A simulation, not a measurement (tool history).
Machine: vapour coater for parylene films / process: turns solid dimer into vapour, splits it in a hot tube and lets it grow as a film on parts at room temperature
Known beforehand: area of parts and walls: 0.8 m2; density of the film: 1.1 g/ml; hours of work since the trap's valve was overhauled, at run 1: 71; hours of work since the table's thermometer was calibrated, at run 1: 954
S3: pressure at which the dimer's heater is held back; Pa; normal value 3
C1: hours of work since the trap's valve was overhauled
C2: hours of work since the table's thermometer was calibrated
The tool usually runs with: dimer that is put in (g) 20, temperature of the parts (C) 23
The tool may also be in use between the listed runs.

run 1 hour=0 | dimer_that_is_put_in_(g)=20 temperature_of_the_parts_(C)=23 S3=3 | C1=71 C2=954 | thickness_of_the_film_(µm)=11.94
run 2 hour=69.5 | dimer_that_is_put_in_(g)=20 temperature_of_the_parts_(C)=23 S3=3 | C1=110 C2=993 | thickness_of_the_film_(µm)=12
run 3 hour=133.8 | dimer_that_is_put_in_(g)=20 temperature_of_the_parts_(C)=23 S3=3 | C1=146 C2=1029 | thickness_of_the_film_(µm)=12.04
run 4 hour=206.2 | dimer_that_is_put_in_(g)=20 temperature_of_the_parts_(C)=23 S3=3 | C1=186 C2=1069 | thickness_of_the_film_(µm)=12.06
run 5 hour=288.3 | dimer_that_is_put_in_(g)=20 temperature_of_the_parts_(C)=23 S3=5.16 | C1=232 C2=1115 | thickness_of_the_film_(µm)=11.04
run 6 hour=342.4 | dimer_that_is_put_in_(g)=20 temperature_of_the_parts_(C)=23 S3=5.16 | C1=263 C2=1146 | thickness_of_the_film_(µm)=10.84
run 7 hour=409.8 | dimer_that_is_put_in_(g)=20 temperature_of_the_parts_(C)=23 S3=5.16 | C1=300 C2=1183 | thickness_of_the_film_(µm)=11.02
-- hour=477.4 trap's valve overhauled
run 8 hour=491.2 | dimer_that_is_put_in_(g)=20 temperature_of_the_parts_(C)=23 S3=3 | C1=8 C2=1227 | thickness_of_the_film_(µm)=11.77
run 9 hour=566.9 | dimer_that_is_put_in_(g)=20 temperature_of_the_parts_(C)=23 S3=3 | C1=50 C2=1269 | thickness_of_the_film_(µm)=11.95
run 10 hour=613 | dimer_that_is_put_in_(g)=20 temperature_of_the_parts_(C)=23 S3=3 | C1=76 C2=1295 | thickness_of_the_film_(µm)=12
run 11 hour=677.5 | dimer_that_is_put_in_(g)=20 temperature_of_the_parts_(C)=23 S3=3 | C1=112 C2=1331 | thickness_of_the_film_(µm)=12.13
run 12 hour=722.2 | dimer_that_is_put_in_(g)=20 temperature_of_the_parts_(C)=23 S3=3 | C1=137 C2=1356 | thickness_of_the_film_(µm)=11.9

Expected results for the next run?
run 13 hour=802.9 | dimer_that_is_put_in_(g)=20 temperature_of_the_parts_(C)=23 S3=3 | C1=182 C2=1401 | thickness_of_the_film_(µm)=?

{"run 13": {"thickness of the film (µm)": 11.97}}
The same run, on a tool lacking any hidden state, would have yielded thickness of the film (µm) 12.

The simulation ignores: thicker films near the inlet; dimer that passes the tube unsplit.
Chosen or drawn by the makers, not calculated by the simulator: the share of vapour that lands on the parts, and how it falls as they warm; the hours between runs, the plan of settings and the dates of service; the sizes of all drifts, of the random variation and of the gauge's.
